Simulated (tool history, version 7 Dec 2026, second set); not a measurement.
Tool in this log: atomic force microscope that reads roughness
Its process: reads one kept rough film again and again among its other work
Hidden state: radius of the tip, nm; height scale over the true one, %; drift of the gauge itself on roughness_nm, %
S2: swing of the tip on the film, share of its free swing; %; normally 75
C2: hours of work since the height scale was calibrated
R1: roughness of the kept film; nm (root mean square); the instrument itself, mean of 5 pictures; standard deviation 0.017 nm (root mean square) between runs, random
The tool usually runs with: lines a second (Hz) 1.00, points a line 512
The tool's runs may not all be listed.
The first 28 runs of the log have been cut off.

run 29 hour=476.1 | lines_a_second_(Hz)=1.67 S2=69 points_a_line=512 | pictures_with_this_tip=180 C2=323 | R1=3.826
run 30 hour=486.4 | lines_a_second_(Hz)=1.67 S2=69 points_a_line=512 | pictures_with_this_tip=189 C2=329 | R1=3.803
run 31 hour=503.7 | lines_a_second_(Hz)=2.63 S2=59 points_a_line=512 | pictures_with_this_tip=204 C2=338 | R1=3.803
run 32 hour=522.2 | lines_a_second_(Hz)=1.00 S2=59 points_a_line=512 | pictures_with_this_tip=220 C2=348 | R1=3.868
-- hour=542.4 new tip fitted
run 33 hour=543.7 | lines_a_second_(Hz)=1.00 S2=70 points_a_line=512 | pictures_with_this_tip=1 C2=360 | R1=4.138
run 34 hour=559.6 | lines_a_second_(Hz)=1.00 S2=70 points_a_line=512 | pictures_with_this_tip=15 C2=368 | R1=4.058
run 35 hour=568.9 | lines_a_second_(Hz)=3.62 S2=61 points_a_line=343 | pictures_with_this_tip=23 C2=373 | R1=3.983
run 36 hour=586.7 | lines_a_second_(Hz)=1.63 S2=62 points_a_line=818 | pictures_with_this_tip=39 C2=383 | R1=4.054
run 37 hour=604.7 | lines_a_second_(Hz)=1.00 S2=62 points_a_line=512 | pictures_with_this_tip=54 C2=393 | R1=4.103

Expected results for the next run?
run 38 hour=623.3 | lines_a_second_(Hz)=2.11 S2=70 points_a_line=678 | pictures_with_this_tip=71 C2=403 | R1=?

Logged for run 38: R1 3.899 nm (root mean square).
With the hidden condition absent and the run-to-run variation left alone, this run would have shown R1 4.029 nm (root mean square).
